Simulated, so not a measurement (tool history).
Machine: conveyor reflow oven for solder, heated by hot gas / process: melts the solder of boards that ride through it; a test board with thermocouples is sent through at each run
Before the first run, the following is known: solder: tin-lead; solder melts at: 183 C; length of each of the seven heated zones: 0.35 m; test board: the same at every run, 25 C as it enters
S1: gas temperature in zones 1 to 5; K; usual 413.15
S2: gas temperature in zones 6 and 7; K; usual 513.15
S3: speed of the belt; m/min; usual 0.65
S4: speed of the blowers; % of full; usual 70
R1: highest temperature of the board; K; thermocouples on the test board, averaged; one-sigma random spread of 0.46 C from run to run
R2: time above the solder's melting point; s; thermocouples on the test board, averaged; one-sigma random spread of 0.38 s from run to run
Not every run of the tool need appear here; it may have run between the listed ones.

| run | hour | S1 | S2 | S3 | S4 | R1 | R2 |
|---|---|---|---|---|---|---|---|
| 1 | 0 | 413.15 | 513.15 | 0.65 | 70 | 494.15 | 51.5 |
| 2 | 15.9 | 413.15 | 513.15 | 0.65 | 70 | 493.75 | 50.6 |
| 3 | 26.7 | 413.15 | 513.15 | 0.65 | 70 | 494.15 | 51 |
| 4 | 42.9 | 413.15 | 513.15 | 0.65 | 71 | 495.05 | 51.3 |
| 5 | 53.8 | 413.15 | 513.15 | 0.658 | 70 | 493.45 | 49.8 |
| 6 | 69.9 | 413.15 | 513.15 | 0.658 | 70 | 494.05 | 49.7 |
| 7 | 86.3 | 413.15 | 513.15 | 0.658 | 70 | 493.65 | 49.6 |
| 8 | 103.6 | 413.15 | 513.15 | 0.65 | 70 | 494.75 | 51.4 |
| 9 | 117.8 | 413.15 | 513.15 | 0.65 | 70 | 494.75 | 51 |
| 10 | 135 | 413.15 | 513.15 | 0.65 | 70 | 494.45 | 50.7 |
| 11 | 148.5 | 413.15 | 513.15 | 0.65 | 70 | 494.45 | 51.3 |
| 12 | 162.9 | 413.15 | 513.15 | 0.65 | 70 | 494.25 | 51.3 |
| 13 | 180.5 | 413.15 | 513.15 | 0.65 | 70 | 494.15 | 50.5 |
| 14 | 194.8 | 413.15 | 513.15 | 0.65 | 70 | 494.65 | 51.1 |
| 15 | 207.1 | 413.15 | 513.15 | 0.65 | 70 | 493.55 | 50.4 |
|  | 222.9 | flux residue cleaned out of gas plates and filters |
| 16 | 227.4 | 418.15 | 501.15 | 0.64 | 84 | 489.45 | 51.5 |
| 17 | 245.2 | 398.15 | 518.15 | 0.65 | 55 | 489.55 | 42.9 |
| 18 | 253 | 416.15 | 513.15 | 0.593 | 90 | 503.25 | 61.8 |
| 19 | 266.8 | 413.15 | 524.15 | 0.574 | 70 | 507.95 | 66.5 |
| 20 | 282.5 | 408.15 | 524.15 | 0.574 | 70 | 506.45 | 64.3 |
| 21 | 295.5 | 428.15 | 524.15 | 0.712 | 70 | 503.55 | 55.9 |
| 22 | 307.1 | 416.15 | 514.15 | 0.774 | 84 | 493.15 | 42.8 |
| 23 | 320 | 427.15 | 521.15 | 0.739 | 85 | 503.95 | 53.3 |
| 24 | 336.7 | 419.15 | 512.15 | 0.739 | 85 | 494.65 | 46.2 |
| 25 | 353.3 | 399.15 | 513.15 | 0.554 | 70 | 497.45 | 58.3 |
| 26 | 367.1 | 399.15 | 513.15 | 0.554 | 70 | 496.85 | 58.5 |
| 27 | 380.5 | 409.15 | 527.15 | 0.587 | 78 | 512.05 | 64.7 |
| 28 | 395.2 | 421.15 | 508.15 | 0.542 | 57 | 493.05 | 63.8 |
| 29 | 413 | 413.15 | 513.15 | 0.759 | 81 | 491.45 | 42.2 |
| 30 | 424.6 | 427.15 | 504.15 | 0.65 | 70 | 489.15 | 52.9 |

Forecast each of these 4 alternatives for the next run:
| A | 434.3 | 427.15 | 504.15 | 0.65 | 59 | ? | ? |
| B | 434.3 | 427.15 | 522.15 | 0.61 | 69 | ? | ? |
| C | 434.3 | 427.15 | 504.15 | 0.65 | 70 | ? | ? |
| D | 434.3 | 427.15 | 504.15 | 0.65 | 57 | ? | ? |

| run | R1 | R2 |
|---|---|---|
| A | 486.25 | 50 |
| B | 505.95 | 65.5 |
| C | 488.85 | 53 |
| D | 485.75 | 49.9 |
What these runs would have given with no unlogged condition in the tool:
| run | R1 | R2 |
|---|---|---|
| A | 486.35 | 50.1 |
| B | 506.05 | 65.5 |
| C | 488.95 | 53 |
| D | 485.85 | 50 |
